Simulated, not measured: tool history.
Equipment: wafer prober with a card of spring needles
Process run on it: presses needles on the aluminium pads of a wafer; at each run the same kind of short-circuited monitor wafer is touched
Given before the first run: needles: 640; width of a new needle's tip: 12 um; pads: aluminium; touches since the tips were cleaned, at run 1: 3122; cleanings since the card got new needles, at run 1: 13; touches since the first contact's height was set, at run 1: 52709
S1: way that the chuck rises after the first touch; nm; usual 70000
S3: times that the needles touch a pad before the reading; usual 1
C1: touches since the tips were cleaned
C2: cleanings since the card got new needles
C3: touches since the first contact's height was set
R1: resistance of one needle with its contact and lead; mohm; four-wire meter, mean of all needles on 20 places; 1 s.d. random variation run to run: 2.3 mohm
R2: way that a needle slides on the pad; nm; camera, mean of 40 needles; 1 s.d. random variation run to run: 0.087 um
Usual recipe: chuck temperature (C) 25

run 1 hour=0.0 | S1=70000 chuck_temperature_(C)=25 S3=1 | C1=3122 C2=13 C3=52709 | R1=267 R2=16930
-- hour=2.9 tips cleaned on abrasive film
-- hour=16.9 tips cleaned on abrasive film
-- hour=30.8 tips cleaned on abrasive film
-- hour=42.2 tips cleaned on abrasive film
run 2 hour=50.4 | S1=75000 chuck_temperature_(C)=25 S3=1 | C1=2394 C2=17 C3=67232 | R1=264 R2=18120
-- hour=56.2 tips cleaned on abrasive film
-- hour=70.1 tips cleaned on abrasive film
-- hour=84.2 tips cleaned on abrasive film
-- hour=95.6 tips cleaned on abrasive film
-- hour=109.8 tips cleaned on abrasive film
run 3 hour=111.0 | S1=75000 chuck_temperature_(C)=35 S3=1 | C1=356 C2=22 C3=84683 | R1=262 R2=18110
-- hour=122.4 tips cleaned on abrasive film
-- hour=136.6 tips cleaned on abrasive film
-- hour=150.7 tips cleaned on abrasive film
-- hour=164.9 tips cleaned on abrasive film
run 4 hour=166.7 | S1=74000 chuck_temperature_(C)=25 S3=1 | C1=515 C2=26 C3=100729 | R1=259 R2=17820
-- hour=178.0 tips cleaned on abrasive film
-- hour=189.4 tips cleaned on abrasive film
-- hour=203.6 tips cleaned on abrasive film
run 5 hour=207.3 | S1=53000 chuck_temperature_(C)=25 S3=1 | C1=1060 C2=29 C3=112428 | R1=265 R2=12490
-- hour=215.8 tips cleaned on abrasive film
-- hour=230.0 tips cleaned on abrasive film
-- hour=244.0 tips cleaned on abrasive film
-- hour=258.1 tips cleaned on abrasive film
run 6 hour=267.6 | S1=53000 chuck_temperature_(C)=25 S3=1 | C1=2737 C2=33 C3=129821 | R1=276 R2=12580
-- hour=270.5 tips cleaned on abrasive film
-- hour=281.8 tips cleaned on abrasive film
-- hour=296.0 tips cleaned on abrasive film
-- hour=310.0 tips cleaned on abrasive film
run 7 hour=312.5 | S1=53000 chuck_temperature_(C)=25 S3=1 | C1=722 C2=37 C3=142762 | R1=263 R2=12430
-- hour=323.9 tips cleaned on abrasive film
-- hour=338.1 tips cleaned on abrasive film
-- hour=352.3 tips cleaned on abrasive film
run 8 hour=355.2 | S1=70000 chuck_temperature_(C)=25 S3=2 | C1=837 C2=40 C3=155056 | R1=258 R2=16490
-- hour=366.5 tips cleaned on abrasive film
-- hour=380.5 tips cleaned on abrasive film
-- hour=394.3 tips cleaned on abrasive film
run 9 hour=396.1 | S1=70000 chuck_temperature_(C)=25 S3=1 | C1=513 C2=43 C3=166843 | R1=260 R2=16440
-- hour=407.4 tips cleaned on abrasive film
-- hour=421.6 tips cleaned on abrasive film
-- hour=435.8 tips cleaned on abrasive film
run 10 hour=446.2 | S1=70000 chuck_temperature_(C)=25 S3=1 | C1=3021 C2=46 C3=181310 | R1=269 R2=16410
-- hour=449.1 tips cleaned on abrasive film
-- hour=463.3 tips cleaned on abrasive film
-- hour=477.5 tips cleaned on abrasive film
run 11 hour=482.1 | S1=70000 chuck_temperature_(C)=25 S3=1 | C1=1337 C2=49 C3=191649 | R1=263 R2=16430
-- hour=490.6 tips cleaned on abrasive film
-- hour=504.5 tips cleaned on abrasive film
-- hour=504.8 height of the first contact set anew
-- hour=516.2 tips cleaned on abrasive film
run 12 hour=518.5 | S1=70000 chuck_temperature_(C)=25 S3=1 | C1=664 C2=52 C3=3938 | R1=261 R2=16180
-- hour=529.9 tips cleaned on abrasive film
-- hour=541.3 tips cleaned on abrasive film
run 13 hour=551.6 | S1=70000 chuck_temperature_(C)=25 S3=1 | C1=3008 C2=54 C3=13493 | R1=268 R2=16190
-- hour=554.5 tips cleaned on abrasive film
-- hour=568.6 tips cleaned on abrasive film
-- hour=582.8 tips cleaned on abrasive film
run 14 hour=591.9 | S1=70000 chuck_temperature_(C)=25 S3=1 | C1=2638 C2=57 C3=25092 | R1=266 R2=15980
-- hour=594.8 tips cleaned on abrasive film
-- hour=609.0 tips cleaned on abrasive film
-- hour=620.4 tips cleaned on abrasive film
-- hour=631.7 tips cleaned on abrasive film
run 15 hour=638.0 | S1=70000 chuck_temperature_(C)=25 S3=1 | C1=1821 C2=61 C3=38373 | R1=264 R2=16080
-- hour=643.7 tips cleaned on abrasive film
-- hour=657.5 tips cleaned on abrasive film
-- hour=671.5 tips cleaned on abrasive film
run 16 hour=682.1 | S1=70000 chuck_temperature_(C)=106 S3=1 | C1=3064 C2=64 C3=51091 | R1=290 R2=16080
-- hour=685.0 tips cleaned on abrasive film
-- hour=698.9 tips cleaned on abrasive film
-- hour=713.1 tips cleaned on abrasive film
-- hour=727.1 tips cleaned on abrasive film
run 17 hour=736.7 | S1=70000 chuck_temperature_(C)=106 S3=1 | C1=2793 C2=68 C3=66836 | R1=293 R2=15970
-- hour=739.6 tips cleaned on abrasive film
-- hour=753.7 tips cleaned on abrasive film
-- hour=765.1 tips cleaned on abrasive film
run 18 hour=769.3 | S1=70000 chuck_temperature_(C)=106 S3=1 | C1=1225 C2=71 C3=76206 | R1=283 R2=16030
-- hour=777.8 tips cleaned on abrasive film
-- hour=786.6 height of the first contact set anew, once more
-- hour=789.5 tips cleaned on abrasive film
-- hour=803.6 tips cleaned on abrasive film
run 19 hour=814.8 | S1=67000 chuck_temperature_(C)=41 S3=1 | C1=3256 C2=74 C3=8136 | R1=274 R2=16300
-- hour=817.7 tips cleaned on abrasive film
-- hour=831.9 tips cleaned on abrasive film
-- hour=845.9 tips cleaned on abrasive film
run 20 hour=853.0 | S1=70000 chuck_temperature_(C)=98 S3=3 | C1=2065 C2=77 C3=19133 | R1=280 R2=16910
-- hour=858.7 tips cleaned on abrasive film
-- hour=870.1 tips cleaned on abrasive film
-- hour=884.3 tips cleaned on abrasive film
-- hour=898.5 tips cleaned on abrasive film
-- hour=909.9 tips cleaned on abrasive film
run 21 hour=913.9 | S1=70000 chuck_temperature_(C)=98 S3=3 | C1=1165 C2=82 C3=36666 | R1=280 R2=16920
-- hour=922.1 tips cleaned on abrasive film
-- hour=936.2 tips cleaned on abrasive film
run 22 hour=945.6 | S1=70000 chuck_temperature_(C)=61 S3=2 | C1=2721 C2=84 C3=45825 | R1=273 R2=16860
-- hour=948.5 tips cleaned on abrasive film
-- hour=959.9 tips cleaned on abrasive film
-- hour=974.1 tips cleaned on abrasive film
-- hour=988.3 tips cleaned on abrasive film
-- hour=1002.5 tips cleaned on abrasive film
run 23 hour=1005.5 | S1=84000 chuck_temperature_(C)=44 S3=1 | C1=862 C2=89 C3=63055 | R1=264 R2=20190
-- hour=1016.7 tips cleaned on abrasive film
-- hour=1030.9 tips cleaned on abrasive film
-- hour=1042.7 tips cleaned on abrasive film
run 24 hour=1042.7 | S1=84000 chuck_temperature_(C)=44 S3=1 | C1=0 C2=92 C3=73775 | R1=258 R2=20160
-- hour=1056.4 tips cleaned on abrasive film
-- hour=1070.6 tips cleaned on abrasive film
-- hour=1084.8 tips cleaned on abrasive film
run 25 hour=1091.6 | S1=84000 chuck_temperature_(C)=44 S3=1 | C1=1975 C2=95 C3=87892 | R1=267 R2=20130
-- hour=1097.3 tips cleaned on abrasive film
-- hour=1108.7 tips cleaned on abrasive film
-- hour=1122.9 tips cleaned on abrasive film
-- hour=1134.3 tips cleaned on abrasive film
run 26 hour=1134.6 | S1=70000 chuck_temperature_(C)=44 S3=1 | C1=89 C2=99 C3=100256 | R1=258 R2=16750

What if the next run were any one of these 4? Each begins from the tool's condition after run 26:
-- hour=1145.9 tips cleaned on abrasive film
-- hour=1157.3 tips cleaned on abrasive film
-- hour=1171.4 tips cleaned on abrasive film
run A hour=1179.6 | S1=57000 chuck_temperature_(C)=36 S3=1 | C1=2383 C2=102 C3=113243 | R1=? R2=?
-- hour=1145.9 tips cleaned on abrasive film
-- hour=1157.3 tips cleaned on abrasive film
-- hour=1171.4 tips cleaned on abrasive film
run B hour=1179.6 | S1=70000 chuck_temperature_(C)=70 S3=1 | C1=2383 C2=102 C3=113243 | R1=? R2=?
-- hour=1145.9 tips cleaned on abrasive film
-- hour=1157.3 tips cleaned on abrasive film
-- hour=1171.4 tips cleaned on abrasive film
run C hour=1179.6 | S1=61000 chuck_temperature_(C)=44 S3=2 | C1=2383 C2=102 C3=113243 | R1=? R2=?
-- hour=1145.9 tips cleaned on abrasive film
-- hour=1157.3 tips cleaned on abrasive film
-- hour=1171.4 tips cleaned on abrasive film
run D hour=1179.6 | S1=70000 chuck_temperature_(C)=33 S3=1 | C1=2383 C2=102 C3=113243 | R1=? R2=?

run=A R1=279 R2=13570
run=B R1=280 R2=16640
run=C R1=271 R2=14300
run=D R1=270 R2=16770
Without the tool's unlogged condition, the same runs would have read:
run=A R1=261 R2=13920
run=B R1=267 R2=16990
run=C R1=261 R2=14650
run=D R1=257 R2=17120

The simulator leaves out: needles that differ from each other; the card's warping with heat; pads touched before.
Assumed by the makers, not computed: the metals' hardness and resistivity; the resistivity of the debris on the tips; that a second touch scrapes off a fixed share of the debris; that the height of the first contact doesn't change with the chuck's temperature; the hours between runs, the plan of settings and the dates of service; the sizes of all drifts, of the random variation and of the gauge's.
